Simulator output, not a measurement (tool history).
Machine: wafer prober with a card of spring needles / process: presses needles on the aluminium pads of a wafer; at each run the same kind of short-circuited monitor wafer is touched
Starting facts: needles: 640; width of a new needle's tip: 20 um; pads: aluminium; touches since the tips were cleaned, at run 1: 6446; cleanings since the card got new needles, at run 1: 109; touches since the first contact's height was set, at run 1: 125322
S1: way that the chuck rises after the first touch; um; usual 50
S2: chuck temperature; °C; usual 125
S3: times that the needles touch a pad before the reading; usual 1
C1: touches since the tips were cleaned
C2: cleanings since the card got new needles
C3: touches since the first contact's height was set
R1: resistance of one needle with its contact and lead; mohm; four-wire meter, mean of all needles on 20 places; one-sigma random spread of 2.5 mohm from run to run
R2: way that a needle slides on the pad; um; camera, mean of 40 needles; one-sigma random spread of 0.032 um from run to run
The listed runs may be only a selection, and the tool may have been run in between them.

Run 1, hour 0: usual settings; C1 6446; C2 109; C3 125322. Result: R1 283 mohm, R2 6.65 um.
At hour 6.2: tips cleaned on abrasive film.
At hour 22.4: tips cleaned on abrasive film.
Run 2, hour 34: usual settings; C1 6762; C2 111; C3 144994. Result: R1 285 mohm, R2 6.6 um.
At hour 39.3: tips cleaned on abrasive film.
At hour 56.4: tips cleaned on abrasive film.
At hour 72.5: tips cleaned on abrasive film.
Run 3, hour 74: usual settings; C1 883; C2 114; C3 168148. Result: R1 284 mohm, R2 6.6 um.
At hour 87.8: tips cleaned on abrasive film.
Run 4, hour 97.4: usual settings; C1 5580; C2 115; C3 181701. Result: R1 285 mohm, R2 6.57 um.
At hour 104.1: tips cleaned on abrasive film.
At hour 118.4: height of the first contact set anew.
At hour 121.5: tips cleaned on abrasive film.
Run 5, hour 123.7: usual settings; C1 1260; C2 117; C3 3023. Result: R1 283 mohm, R2 6.63 um.
At hour 137.9: tips cleaned on abrasive film.
At hour 153.8: tips cleaned on abrasive film.
Run 6, hour 160.7: usual settings; C1 4046; C2 119; C3 24482. Result: R1 289 mohm, R2 6.65 um.
At hour 171.2: tips cleaned on abrasive film.
Run 7, hour 185.4: usual settings; C1 8315; C2 120; C3 38820. Result: R1 287 mohm, R2 6.62 um.
At hour 188.1: tips cleaned on abrasive film.
At hour 204.7: tips cleaned on abrasive film.
At hour 220.6: tips cleaned on abrasive film.
Run 8, hour 220.6: usual settings; C1 0; C2 123; C3 59128. Result: R1 285 mohm, R2 6.59 um.
At hour 237.1: tips cleaned on abrasive film.
At hour 252.3: tips cleaned on abrasive film.
At hour 267.7: tips cleaned on abrasive film.
Run 9, hour 268.1: usual settings; C1 250; C2 126; C3 86638. Result: R1 278 mohm, R2 6.6 um.
At hour 282.7: tips cleaned on abrasive film.
Run 10, hour 294.3: usual settings; C1 6739; C2 127; C3 101807. Result: R1 281 mohm, R2 6.61 um.
At hour 298: tips cleaned on abrasive film.
At hour 314.4: tips cleaned on abrasive film.
Run 11, hour 320.1: usual settings; C1 3352; C2 129; C3 116756. Result: R1 285 mohm, R2 6.64 um.
At hour 331.9: tips cleaned on abrasive film.
At hour 347.9: tips cleaned on abrasive film.
Run 12, hour 349.9: usual settings; C1 1169; C2 131; C3 133987. Result: R1 288 mohm, R2 6.56 um.
At hour 366: tips cleaned on abrasive film.
At hour 382.7: tips cleaned on abrasive film.
Run 13, hour 395.4: usual settings but S1 32 um, S2 95 °C, S3 2; C1 7387; C2 133; C3 160382. Result: R1 294 mohm, R2 4.2 um.
At hour 399.1: tips cleaned on abrasive film.
At hour 416.4: tips cleaned on abrasive film.
Run 14, hour 429.8: usual settings but S1 32 um, S2 95 °C, S3 2; C1 7814; C2 135; C3 180272. Result: R1 296 mohm, R2 4.23 um.
At hour 433.5: tips cleaned on abrasive film.
At hour 450.6: tips cleaned on abrasive film.
At hour 453.2: height of the first contact set anew.
Run 15, hour 461.5: usual settings but S1 32 um, S2 95 °C, S3 2; C1 6162; C2 137; C3 4831. Result: R1 295 mohm, R2 4.15 um.
At hour 468.1: tips cleaned on abrasive film.
At hour 484.7: tips cleaned on abrasive film.
Run 16, hour 492.5: usual settings but S1 51 um, S3 3; C1 4544; C2 139; C3 22748. Result: R1 288 mohm, R2 6.65 um.
At hour 501.3: tips cleaned on abrasive film.
At hour 517.1: tips cleaned on abrasive film.
Run 17, hour 524.9: usual settings but S1 51 um, S3 3; C1 4571; C2 141; C3 41522. Result: R1 284 mohm, R2 6.71 um.
At hour 535.2: tips cleaned on abrasive film.
At hour 551.7: tips cleaned on abrasive film.
Run 18, hour 557: usual settings but S1 53 um, S2 31 °C, S3 2; C1 3063; C2 143; C3 60081. Result: R1 251 mohm, R2 6.94 um.
At hour 567.2: tips cleaned on abrasive film.
At hour 585.5: tips cleaned on abrasive film.
Run 19, hour 596.1: usual settings but S1 62 um, S2 32 °C; C1 6170; C2 145; C3 82756. Result: R1 252 mohm, R2 8.12 um.
At hour 601: tips cleaned on abrasive film.
At hour 617: tips cleaned on abrasive film.
At hour 632.6: tips cleaned on abrasive film.
Run 20, hour 632.6: usual settings but S1 44 um, S2 32 °C; C1 0; C2 148; C3 103849. Result: R1 258 mohm, R2 5.72 um.
At hour 649.3: tips cleaned on abrasive film.
Run 21, hour 662.9: usual settings but S1 44 um, S2 32 °C; C1 7920; C2 149; C3 121421. Result: R1 262 mohm, R2 5.69 um.
At hour 665.1: tips cleaned on abrasive film.
At hour 682.8: tips cleaned on abrasive film.
At hour 698: tips cleaned on abrasive film.
Run 22, hour 707.9: usual settings but S1 44 um, S2 113 °C, S3 2; C1 5728; C2 152; C3 147446. Result: R1 286 mohm, R2 5.77 um.
At hour 714.6: tips cleaned on abrasive film.
At hour 729.3: tips cleaned on abrasive film.
At hour 745.2: tips cleaned on abrasive film.
Run 23, hour 746.2: usual settings but S1 44 um, S2 113 °C, S3 2; C1 578; C2 155; C3 169613. Result: R1 285 mohm, R2 5.65 um.
At hour 762: tips cleaned on abrasive film.
At hour 778.8: tips cleaned on abrasive film.
At hour 788.9: height of the first contact set anew.
Run 24, hour 791: usual settings but S2 27 °C; C1 6931; C2 157; C3 1232. Result: R1 252 mohm, R2 6.5 um.

Alternative continuations, all from the tool just after run 24; predict every row:
At hour 794.2: tips cleaned on abrasive film.
At hour 810.6: tips cleaned on abrasive film.
Run A, hour 812.3: usual settings but S1 42 um, S2 27 °C; C1 1019; C2 159; C3 13515. Result: R1 ?, R2 ?.
At hour 794.2: tips cleaned on abrasive film.
At hour 810.6: tips cleaned on abrasive film.
Run B, hour 812.3: usual settings but S2 46 °C; C1 1019; C2 159; C3 13515. Result: R1 ?, R2 ?.
At hour 794.2: tips cleaned on abrasive film.
At hour 810.6: tips cleaned on abrasive film.
Run C, hour 812.3: usual settings but S1 56 um, S2 75 °C, S3 3; C1 1019; C2 159; C3 13515. Result: R1 ?, R2 ?.
At hour 794.2: tips cleaned on abrasive film.
At hour 810.6: tips cleaned on abrasive film.
Run D, hour 812.3: usual settings but S2 78 °C, S3 3; C1 1019; C2 159; C3 13515. Result: R1 ?, R2 ?.
At hour 794.2: tips cleaned on abrasive film.
At hour 810.6: tips cleaned on abrasive film.
Run E, hour 812.3: usual settings but S1 41 um, S2 92 °C, S3 2; C1 1019; C2 159; C3 13515. Result: R1 ?, R2 ?.

run   R1    R2
  A  257  5.43
  B  257  6.49
  C  268  7.24
  D  275  6.46
  E  284  5.29
Take away the tool's hidden state, keep each run's random variation, and the runs would have read:
run   R1    R2
  A  256  5.58
  B  257  6.66
  C  267  7.44
  D  274  6.63
  E  283  5.43
